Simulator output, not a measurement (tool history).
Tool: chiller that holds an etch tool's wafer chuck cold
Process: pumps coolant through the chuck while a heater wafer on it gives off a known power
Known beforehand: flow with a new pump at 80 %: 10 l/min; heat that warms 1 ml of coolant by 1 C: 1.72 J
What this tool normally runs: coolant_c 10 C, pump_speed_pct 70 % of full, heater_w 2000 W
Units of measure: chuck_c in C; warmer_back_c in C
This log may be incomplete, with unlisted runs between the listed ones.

{"run": 1, "hour": 0.0, "coolant_c": 10, "pump_speed_pct": 70, "heater_w": 2000, "chuck_c": 26.9, "warmer_back_c": 8.15}
{"run": 2, "hour": 26.5, "coolant_c": 10, "pump_speed_pct": 70, "heater_w": 2000, "chuck_c": 26.9, "warmer_back_c": 8.13}
{"run": 3, "hour": 58.7, "coolant_c": 10, "pump_speed_pct": 70, "heater_w": 2000, "chuck_c": 26.9, "warmer_back_c": 8.1}
{"run": 4, "hour": 85.6, "coolant_c": 10, "pump_speed_pct": 70, "heater_w": 2000, "chuck_c": 27.1, "warmer_back_c": 8.13}
{"run": 5, "hour": 98.5, "coolant_c": 10, "pump_speed_pct": 70, "heater_w": 2000, "chuck_c": 26.8, "warmer_back_c": 8.14}
{"run": 6, "hour": 113.9, "coolant_c": 10, "pump_speed_pct": 85, "heater_w": 2000, "chuck_c": 24.4, "warmer_back_c": 6.64}
{"run": 7, "hour": 136.4, "coolant_c": 10, "pump_speed_pct": 85, "heater_w": 2000, "chuck_c": 24.5, "warmer_back_c": 6.71}
{"run": 8, "hour": 167.7, "coolant_c": 10, "pump_speed_pct": 70, "heater_w": 2000, "chuck_c": 27.3, "warmer_back_c": 8.12}
{"run": 9, "hour": 198.1, "coolant_c": 10, "pump_speed_pct": 70, "heater_w": 2000, "chuck_c": 27.1, "warmer_back_c": 8.2}
{"run": 10, "hour": 218.7, "coolant_c": 10, "pump_speed_pct": 70, "heater_w": 1121, "chuck_c": 19.6, "warmer_back_c": 4.62}
{"run": 11, "hour": 245.8, "coolant_c": 10, "pump_speed_pct": 70, "heater_w": 1121, "chuck_c": 19.7, "warmer_back_c": 4.64}
{"run": 12, "hour": 275.2, "coolant_c": 10, "pump_speed_pct": 70, "heater_w": 1125, "chuck_c": 19.8, "warmer_back_c": 4.61}
{"run": 13, "hour": 290.4, "coolant_c": 10, "pump_speed_pct": 70, "heater_w": 1125, "chuck_c": 19.8, "warmer_back_c": 4.55}
{"run": 14, "hour": 317.6, "coolant_c": 10, "pump_speed_pct": 70, "heater_w": 1125, "chuck_c": 19.9, "warmer_back_c": 4.63}
{"run": 15, "hour": 341.5, "coolant_c": 10, "pump_speed_pct": 70, "heater_w": 1125, "chuck_c": 19.9, "warmer_back_c": 4.69}
{"run": 16, "hour": 361.6, "coolant_c": 10, "pump_speed_pct": 70, "heater_w": 2000, "chuck_c": 27.3, "warmer_back_c": 8.23}
{"run": 17, "hour": 376.1, "coolant_c": 10, "pump_speed_pct": 70, "heater_w": 2000, "chuck_c": 27.4, "warmer_back_c": 8.17}
{"run": 18, "hour": 398.8, "coolant_c": 14, "pump_speed_pct": 84, "heater_w": 1557, "chuck_c": 25.7, "warmer_back_c": 5.35}
{"run": 19, "hour": 430.1, "coolant_c": 7, "pump_speed_pct": 70, "heater_w": 2000, "chuck_c": 24.6, "warmer_back_c": 8.27}
{"run": 20, "hour": 445.7, "coolant_c": 12, "pump_speed_pct": 70, "heater_w": 2000, "chuck_c": 29.4, "warmer_back_c": 8.24}
{"run": 21, "hour": 471.4, "coolant_c": 6, "pump_speed_pct": 70, "heater_w": 2710, "chuck_c": 29.6, "warmer_back_c": 11.2}
{"run": 22, "hour": 491.4, "coolant_c": 4, "pump_speed_pct": 92, "heater_w": 2828, "chuck_c": 23.6, "warmer_back_c": 8.85}
{"run": 23, "hour": 515.4, "coolant_c": 3, "pump_speed_pct": 83, "heater_w": 2348, "chuck_c": 21.0, "warmer_back_c": 8.19}
{"run": 24, "hour": 529.0, "coolant_c": 1, "pump_speed_pct": 65, "heater_w": 2759, "chuck_c": 27.0, "warmer_back_c": 12.25}
{"run": 25, "hour": 560.7, "coolant_c": 1, "pump_speed_pct": 65, "heater_w": 2759, "chuck_c": 27.1, "warmer_back_c": 12.4}
{"run": 26, "hour": 580.7, "coolant_c": 1, "pump_speed_pct": 65, "heater_w": 1656, "chuck_c": 17.0, "warmer_back_c": 7.41}
{"run": 27, "hour": 596.6, "coolant_c": 1, "pump_speed_pct": 65, "heater_w": 1300, "chuck_c": 13.6, "warmer_back_c": 5.82}
{"run": 28, "hour": 612.2, "coolant_c": 5, "pump_speed_pct": 61, "heater_w": 1300, "chuck_c": 17.7, "warmer_back_c": 6.2}
{"run": 29, "hour": 631.4, "coolant_c": 3, "pump_speed_pct": 87, "heater_w": 1399, "chuck_c": 12.9, "warmer_back_c": 4.68}
{"run": 30, "hour": 658.6, "coolant_c": 10, "pump_speed_pct": 70, "heater_w": 2426, "chuck_c": 31.1, "warmer_back_c": 10.05}
{"run": 31, "hour": 674.5, "coolant_c": 7, "pump_speed_pct": 75, "heater_w": 2864, "chuck_c": 30.5, "warmer_back_c": 11.08}
{"run": 32, "hour": 702.4, "coolant_c": 7, "pump_speed_pct": 87, "heater_w": 1615, "chuck_c": 18.5, "warmer_back_c": 5.43}

The log once held 2 entries between its listed runs, left out of this copy. Where does each go, and what is different about the tool's unlogged condition between the listed run before it and the listed run after it?
Run 21 -> run 22: chiller's thermometer calibrated (hour 473.9)
  heat passed by the chuck's channels, % of clean ones': 84.7 -> 84.6; flow at a given pump speed, % of a new pump's: 96.7 -> 96.6; coolant's true temperature over the reading, C: 0.36 -> 0.6
  what was measured, less what the result would be without the hidden state, chuck_c: +3.4 -> +3.2 C; warmer_back_c: +0.37 -> +0.30 C
Run 27 -> run 28: chiller's thermometer calibrated, once more (hour 612.1)
  coolant's true temperature over the reading, C: 0.61 -> 0.03
  what was measured, less what the result would be without the hidden state, chuck_c: +2.3 -> +1.8 C; warmer_back_c: +0.22 -> +0.24 C
